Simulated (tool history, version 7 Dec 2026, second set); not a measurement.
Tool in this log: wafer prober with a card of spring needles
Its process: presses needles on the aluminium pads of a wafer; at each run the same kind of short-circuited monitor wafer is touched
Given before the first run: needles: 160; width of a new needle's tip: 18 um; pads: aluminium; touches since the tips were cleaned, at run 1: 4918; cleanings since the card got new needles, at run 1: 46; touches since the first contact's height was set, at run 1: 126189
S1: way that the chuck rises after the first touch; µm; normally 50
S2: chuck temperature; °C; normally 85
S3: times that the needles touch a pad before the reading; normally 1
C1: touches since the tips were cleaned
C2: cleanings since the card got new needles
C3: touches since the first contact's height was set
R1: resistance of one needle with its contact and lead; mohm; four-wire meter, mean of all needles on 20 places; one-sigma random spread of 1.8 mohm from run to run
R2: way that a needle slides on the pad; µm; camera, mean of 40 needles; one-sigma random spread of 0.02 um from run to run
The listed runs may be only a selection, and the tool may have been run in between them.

{"run": 1, "hour": 0.0, "S1": 50, "S2": 85, "S3": 1, "C1": 4918, "C2": 46, "C3": 126189, "R1": 188, "R2": 11.86}
{"hour": 5.9, "done": "tips cleaned on abrasive film"}
{"hour": 32.7, "done": "tips cleaned on abrasive film"}
{"hour": 63.3, "done": "tips cleaned on abrasive film"}
{"run": 2, "hour": 74.4, "S1": 50, "S2": 85, "S3": 1, "C1": 2520, "C2": 49, "C3": 142990, "R1": 190, "R2": 11.87}
{"hour": 91.7, "done": "tips cleaned on abrasive film"}
{"hour": 118.2, "done": "tips cleaned on abrasive film"}
{"run": 3, "hour": 118.2, "S1": 50, "S2": 85, "S3": 1, "C1": 0, "C2": 51, "C3": 152882, "R1": 191, "R2": 11.86}
{"hour": 147.1, "done": "tips cleaned on abrasive film"}
{"run": 4, "hour": 151.2, "S1": 50, "S2": 85, "S3": 1, "C1": 922, "C2": 52, "C3": 160324, "R1": 189, "R2": 11.87}
{"hour": 174.0, "done": "tips cleaned on abrasive film"}
{"hour": 202.5, "done": "tips cleaned on abrasive film"}
{"run": 5, "hour": 215.1, "S1": 50, "S2": 85, "S3": 1, "C1": 2840, "C2": 54, "C3": 174766, "R1": 193, "R2": 11.82}
{"hour": 230.1, "done": "tips cleaned on abrasive film"}
{"run": 6, "hour": 248.7, "S1": 44, "S2": 85, "S3": 1, "C1": 4212, "C2": 55, "C3": 182371, "R1": 193, "R2": 10.41}
{"hour": 258.9, "done": "tips cleaned on abrasive film"}
{"hour": 273.9, "done": "height of the first contact set anew"}
{"hour": 289.5, "done": "tips cleaned on abrasive film"}
{"run": 7, "hour": 309.0, "S1": 44, "S2": 85, "S3": 1, "C1": 4425, "C2": 57, "C3": 7941, "R1": 195, "R2": 10.46}
{"hour": 320.7, "done": "tips cleaned on abrasive film"}
{"hour": 348.1, "done": "tips cleaned on abrasive film"}
{"run": 8, "hour": 362.3, "S1": 40, "S2": 85, "S3": 1, "C1": 3211, "C2": 59, "C3": 19969, "R1": 191, "R2": 9.51}
{"hour": 378.5, "done": "tips cleaned on abrasive film"}
{"hour": 409.1, "done": "tips cleaned on abrasive film"}
{"run": 9, "hour": 431.6, "S1": 40, "S2": 85, "S3": 1, "C1": 5081, "C2": 61, "C3": 35628, "R1": 197, "R2": 9.46}
{"hour": 436.9, "done": "tips cleaned on abrasive film"}
{"hour": 465.0, "done": "tips cleaned on abrasive film"}
{"hour": 491.7, "done": "tips cleaned on abrasive film"}
{"run": 10, "hour": 498.0, "S1": 50, "S2": 85, "S3": 1, "C1": 1408, "C2": 64, "C3": 50612, "R1": 189, "R2": 11.88}
{"hour": 523.4, "done": "tips cleaned on abrasive film"}
{"run": 11, "hour": 540.9, "S1": 50, "S2": 58, "S3": 1, "C1": 3972, "C2": 65, "C3": 60320, "R1": 185, "R2": 11.87}
{"hour": 554.4, "done": "tips cleaned on abrasive film"}
{"hour": 583.0, "done": "tips cleaned on abrasive film"}
{"hour": 610.2, "done": "tips cleaned on abrasive film"}
{"run": 12, "hour": 612.9, "S1": 50, "S2": 58, "S3": 1, "C1": 602, "C2": 68, "C3": 76573, "R1": 184, "R2": 11.83}
{"hour": 638.8, "done": "tips cleaned on abrasive film"}
{"run": 13, "hour": 663.2, "S1": 50, "S2": 58, "S3": 1, "C1": 5548, "C2": 69, "C3": 87969, "R1": 184, "R2": 11.86}
{"hour": 669.7, "done": "tips cleaned on abrasive film"}
{"hour": 699.8, "done": "tips cleaned on abrasive film"}
{"run": 14, "hour": 710.6, "S1": 50, "S2": 58, "S3": 1, "C1": 2447, "C2": 71, "C3": 98658, "R1": 186, "R2": 11.85}
{"hour": 726.8, "done": "tips cleaned on abrasive film"}
{"hour": 755.8, "done": "tips cleaned on abrasive film"}
{"run": 15, "hour": 769.6, "S1": 50, "S2": 85, "S3": 1, "C1": 3126, "C2": 73, "C3": 111988, "R1": 188, "R2": 11.9}
{"hour": 784.6, "done": "tips cleaned on abrasive film"}
{"run": 16, "hour": 804.9, "S1": 56, "S2": 85, "S3": 2, "C1": 4603, "C2": 74, "C3": 119977, "R1": 190, "R2": 13.3}
{"hour": 815.0, "done": "tips cleaned on abrasive film"}
{"hour": 845.5, "done": "tips cleaned on abrasive film"}
{"run": 17, "hour": 857.2, "S1": 56, "S2": 85, "S3": 2, "C1": 2652, "C2": 76, "C3": 131785, "R1": 190, "R2": 13.32}
{"hour": 875.1, "done": "tips cleaned on abrasive film"}
{"hour": 903.6, "done": "tips cleaned on abrasive film"}
{"hour": 930.5, "done": "tips cleaned on abrasive film"}
{"run": 18, "hour": 932.9, "S1": 44, "S2": 74, "S3": 1, "C1": 536, "C2": 79, "C3": 148875, "R1": 193, "R2": 10.44}
{"hour": 959.5, "done": "tips cleaned on abrasive film"}
{"hour": 988.3, "done": "tips cleaned on abrasive film"}
{"run": 19, "hour": 998.1, "S1": 50, "S2": 53, "S3": 1, "C1": 2235, "C2": 81, "C3": 163621, "R1": 184, "R2": 11.85}
{"hour": 1014.9, "done": "tips cleaned on abrasive film"}
{"run": 20, "hour": 1031.9, "S1": 36, "S2": 53, "S3": 1, "C1": 3853, "C2": 82, "C3": 171245, "R1": 188, "R2": 8.56}
{"hour": 1041.8, "done": "tips cleaned on abrasive film"}
{"hour": 1068.1, "done": "tips cleaned on abrasive film"}
{"run": 21, "hour": 1076.0, "S1": 57, "S2": 44, "S3": 1, "C1": 1778, "C2": 84, "C3": 181196, "R1": 178, "R2": 13.51}
{"hour": 1099.8, "done": "tips cleaned on abrasive film"}
{"hour": 1105.4, "done": "height of the first contact set anew"}
{"run": 22, "hour": 1115.6, "S1": 60, "S2": 59, "S3": 3, "C1": 3510, "C2": 85, "C3": 2321, "R1": 182, "R2": 14.22}
{"hour": 1127.0, "done": "tips cleaned on abrasive film"}
{"hour": 1154.2, "done": "tips cleaned on abrasive film"}
{"run": 23, "hour": 1169.3, "S1": 30, "S2": 55, "S3": 2, "C1": 3417, "C2": 87, "C3": 14451, "R1": 195, "R2": 7.11}
{"hour": 1184.7, "done": "tips cleaned on abrasive film"}
{"hour": 1211.2, "done": "tips cleaned on abrasive film"}
{"run": 24, "hour": 1214.7, "S1": 50, "S2": 85, "S3": 2, "C1": 799, "C2": 89, "C3": 24704, "R1": 185, "R2": 11.87}
{"hour": 1238.9, "done": "tips cleaned on abrasive film"}
{"run": 25, "hour": 1261.4, "S1": 50, "S2": 85, "S3": 2, "C1": 5104, "C2": 90, "C3": 35259, "R1": 192, "R2": 11.87}
{"hour": 1265.9, "done": "tips cleaned on abrasive film"}
{"hour": 1297.0, "done": "tips cleaned on abrasive film"}
{"run": 26, "hour": 1304.6, "S1": 40, "S2": 50, "S3": 2, "C1": 1728, "C2": 92, "C3": 45003, "R1": 187, "R2": 9.51}
{"hour": 1326.9, "done": "tips cleaned on abrasive film"}
{"hour": 1353.1, "done": "tips cleaned on abrasive film"}
{"run": 27, "hour": 1368.4, "S1": 40, "S2": 50, "S3": 2, "C1": 3475, "C2": 94, "C3": 59434, "R1": 186, "R2": 9.5}
{"hour": 1382.5, "done": "tips cleaned on abrasive film"}
{"hour": 1409.6, "done": "tips cleaned on abrasive film"}
{"run": 28, "hour": 1433.8, "S1": 45, "S2": 123, "S3": 2, "C1": 5479, "C2": 96, "C3": 74204, "R1": 201, "R2": 10.7}
{"hour": 1440.4, "done": "tips cleaned on abrasive film"}
{"run": 29, "hour": 1465.3, "S1": 45, "S2": 123, "S3": 2, "C1": 5632, "C2": 97, "C3": 81316, "R1": 198, "R2": 10.68}

4 ways to go on from here, each from the tool as it stands after run 29. What would each give?
{"hour": 1470.2, "done": "tips cleaned on abrasive film"}
{"hour": 1497.7, "done": "tips cleaned on abrasive film"}
{"run": "A", "hour": 1502.5, "S1": 41, "S2": 101, "S3": 1, "C1": 1077, "C2": 99, "C3": 89705, "R1": "?", "R2": "?"}
{"hour": 1470.2, "done": "tips cleaned on abrasive film"}
{"hour": 1497.7, "done": "tips cleaned on abrasive film"}
{"run": "B", "hour": 1502.5, "S1": 36, "S2": 82, "S3": 1, "C1": 1077, "C2": 99, "C3": 89705, "R1": "?", "R2": "?"}
{"hour": 1470.2, "done": "tips cleaned on abrasive film"}
{"hour": 1497.7, "done": "tips cleaned on abrasive film"}
{"run": "C", "hour": 1502.5, "S1": 32, "S2": 38, "S3": 2, "C1": 1077, "C2": 99, "C3": 89705, "R1": "?", "R2": "?"}
{"hour": 1470.2, "done": "tips cleaned on abrasive film"}
{"hour": 1497.7, "done": "tips cleaned on abrasive film"}
{"run": "D", "hour": 1502.5, "S1": 39, "S2": 123, "S3": 2, "C1": 1077, "C2": 99, "C3": 89705, "R1": "?", "R2": "?"}

run=A R1=199 R2=9.72
run=B R1=195 R2=8.52
run=C R1=190 R2=7.59
run=D R1=206 R2=9.26
Take away the tool's hidden state, keep each run's random variation, and the runs would have read:
run=A R1=198 R2=9.72
run=B R1=195 R2=8.53
run=C R1=189 R2=7.59
run=D R1=206 R2=9.26
